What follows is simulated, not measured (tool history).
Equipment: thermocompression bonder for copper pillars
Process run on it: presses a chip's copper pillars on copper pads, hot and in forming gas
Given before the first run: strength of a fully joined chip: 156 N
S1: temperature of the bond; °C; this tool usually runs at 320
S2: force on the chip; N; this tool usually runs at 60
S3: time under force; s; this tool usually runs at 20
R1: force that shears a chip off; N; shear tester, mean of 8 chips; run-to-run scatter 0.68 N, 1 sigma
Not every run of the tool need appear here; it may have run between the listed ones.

run 1 day=0 | S1=320 S2=60 S3=20 | R1=71.6
run 2 day=0.492 | S1=320 S2=60 S3=20 | R1=72.3
run 3 day=0.879 | S1=320 S2=60 S3=20 | R1=71.4
run 4 day=1.212 | S1=320 S2=60 S3=20 | R1=70.5
run 5 day=1.6 | S1=320 S2=60 S3=20 | R1=71
run 6 day=1.942 | S1=320 S2=60 S3=20 | R1=71.1
run 7 day=2.221 | S1=320 S2=60 S3=20 | R1=71.7
run 8 day=2.567 | S1=320 S2=60 S3=12 | R1=58.3
run 9 day=2.788 | S1=320 S2=60 S3=52 | R1=96.5
run 10 day=3.1 | S1=320 S2=60 S3=13 | R1=61.3
run 11 day=3.371 | S1=331 S2=60 S3=46 | R1=98.9
run 12 day=3.617 | S1=340 S2=48 S3=41 | R1=92.1

For run 13, what comes out?
-- day=3.746 heater calibrated with a thermocouple chip
run 13 day=4.088 | S1=340 S2=36 S3=11 | R1=?

{"run 13": {"R1": 48.7}}
With the hidden condition absent and the run-to-run variation left alone, this run would have shown R1 53.5 N.
